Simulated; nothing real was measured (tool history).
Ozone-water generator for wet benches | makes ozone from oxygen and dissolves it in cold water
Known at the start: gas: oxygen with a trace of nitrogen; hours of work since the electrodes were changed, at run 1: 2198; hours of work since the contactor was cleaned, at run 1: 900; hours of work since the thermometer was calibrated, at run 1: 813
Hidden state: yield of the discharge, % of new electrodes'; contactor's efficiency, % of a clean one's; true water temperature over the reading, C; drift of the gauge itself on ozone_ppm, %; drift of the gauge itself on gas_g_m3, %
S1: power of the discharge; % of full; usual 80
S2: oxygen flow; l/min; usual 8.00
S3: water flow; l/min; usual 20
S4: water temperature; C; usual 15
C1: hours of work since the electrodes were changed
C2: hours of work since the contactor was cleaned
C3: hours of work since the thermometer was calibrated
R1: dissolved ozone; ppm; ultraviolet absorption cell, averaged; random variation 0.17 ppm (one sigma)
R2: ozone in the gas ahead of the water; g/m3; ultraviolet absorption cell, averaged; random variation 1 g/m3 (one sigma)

| run | hour | S1 | S2 | S3 | S4 | C1 | C2 | C3 | R1 | R2 |
|---|---|---|---|---|---|---|---|---|---|---|
| 1 | 0.0 | 80 | 8.00 | 20 | 15 | 2198 | 900 | 813 | 23.2 | 174.5 |
| 2 | 96.9 | 80 | 8.00 | 20 | 15 | 2260 | 962 | 875 | 23.0 | 172.2 |
| 3 | 162.3 | 80 | 8.00 | 20 | 15 | 2302 | 1004 | 917 | 23.1 | 171.7 |
| 4 | 228.9 | 80 | 8.00 | 20 | 15 | 2344 | 1046 | 960 | 22.9 | 172.9 |
| 5 | 330.8 | 80 | 8.00 | 20 | 15 | 2410 | 1112 | 1025 | 22.9 | 173.1 |
| 6 | 468.1 | 80 | 4.26 | 20 | 15 | 2498 | 1200 | 1113 | 23.9 | 253.4 |
| 7 | 541.2 | 80 | 8.00 | 20 | 15 | 2545 | 1247 | 1160 | 23.1 | 173.5 |
| 8 | 619.9 | 80 | 8.00 | 20 | 15 | 2595 | 1297 | 1211 | 23.0 | 175.1 |
| 9 | 688.3 | 80 | 8.00 | 20 | 15 | 2639 | 1341 | 1255 | 23.2 | 172.0 |
| 10 | 760.9 | 89 | 8.00 | 20 | 15 | 2686 | 1388 | 1301 | 24.9 | 186.7 |
| 11 | 832.6 | 80 | 12.91 | 20 | 15 | 2732 | 1434 | 1347 | 21.0 | 131.7 |
| 12 | 928.0 | 80 | 12.91 | 20 | 12 | 2793 | 1495 | 1408 | 22.3 | 128.8 |
| 13 | 984.0 | 80 | 12.91 | 20 | 12 | 2829 | 1531 | 1444 | 22.2 | 129.7 |
| 14 | 1118.1 | 80 | 12.91 | 20 | 12 | 2915 | 1617 | 1530 | 22.3 | 128.6 |
| 15 | 1188.4 | 80 | 12.91 | 20 | 12 | 2960 | 1662 | 1575 | 22.4 | 130.5 |
| 16 | 1300.7 | 80 | 5.41 | 20 | 12 | 3032 | 1734 | 1647 | 24.9 | 219.9 |
| 17 | 1363.0 | 80 | 6.92 | 20 | 15 | 3072 | 1774 | 1687 | 23.8 | 190.8 |
| 18 | 1480.5 | 80 | 5.44 | 15 | 15 | 3147 | 1849 | 1763 | 29.2 | 220.0 |
| 19 | 1588.7 | 74 | 11.44 | 24 | 21 | 3216 | 1919 | 1832 | 16.8 | 135.0 |
| 20 | 1695.3 | 77 | 5.66 | 20 | 9 | 3285 | 1987 | 1900 | 25.5 | 212.6 |
| 21 | 1789.7 | 99 | 5.66 | 21 | 16 | 3345 | 2047 | 1961 | 26.0 | 245.1 |
| 22 | 1928.1 | 43 | 12.33 | 20 | 14 | 3434 | 2136 | 2050 | 14.9 | 93.3 |
| 23 | 2029.9 | 45 | 10.98 | 30 | 18 | 3499 | 2201 | 2115 | 11.7 | 101.7 |
| 24 | 2163.2 | 45 | 10.98 | 30 | 18 | 3585 | 2287 | 2200 | 11.4 | 102.2 |
| 25 | 2227.2 | 45 | 12.04 | 16 | 18 | 3626 | 2328 | 2241 | 16.0 | 96.4 |
| 26 | 2365.1 | 45 | 12.04 | 16 | 18 | 3714 | 2416 | 2330 | 15.7 | 97.3 |
| 27 | 2459.0 | 41 | 13.53 | 27 | 10 | 3775 | 2477 | 2390 | 13.2 | 86.7 |
| 28 | 2587.5 | 80 | 6.82 | 20 | 15 | 3857 | 2559 | 2472 | 23.4 | 193.6 |
| 29 | 2666.3 | 80 | 8.00 | 14 | 15 | 3908 | 2610 | 2523 | 28.7 | 176.6 |
| 30 | 2724.4 | 80 | 9.30 | 13 | 15 | 3945 | 2647 | 2560 | 28.2 | 160.8 |
| 31 | 2853.2 | 49 | 6.95 | 21 | 15 | 4027 | 2729 | 2643 | 16.9 | 145.6 |
| 32 | 2985.6 | 80 | 7.77 | 20 | 10 | 4112 | 2814 | 2728 | 25.3 | 179.4 |
| 33 | 3097.3 | 80 | 7.77 | 20 | 10 | 4184 | 2886 | 2799 | 25.0 | 179.7 |

3 ways to go on from here, each from the tool as it stands after run 33. What would each give?
| A | 3164.4 | 99 | 8.00 | 20 | 15 | 4227 | 2929 | 2842 | ? | ? |
| B | 3164.4 | 51 | 7.77 | 20 | 10 | 4227 | 2929 | 2842 | ? | ? |
| C | 3164.4 | 80 | 12.96 | 14 | 20 | 4227 | 2929 | 2842 | ? | ? |

| run | R1 | R2 |
|---|---|---|
| A | 26.2 | 200.3 |
| B | 19.4 | 137.8 |
| C | 22.0 | 132.3 |
Without the tool's hidden state the same runs would have given:
| run | R1 | R2 |
|---|---|---|
| A | 26.3 | 195.8 |
| B | 19.4 | 134.6 |
| C | 22.1 | 129.3 |

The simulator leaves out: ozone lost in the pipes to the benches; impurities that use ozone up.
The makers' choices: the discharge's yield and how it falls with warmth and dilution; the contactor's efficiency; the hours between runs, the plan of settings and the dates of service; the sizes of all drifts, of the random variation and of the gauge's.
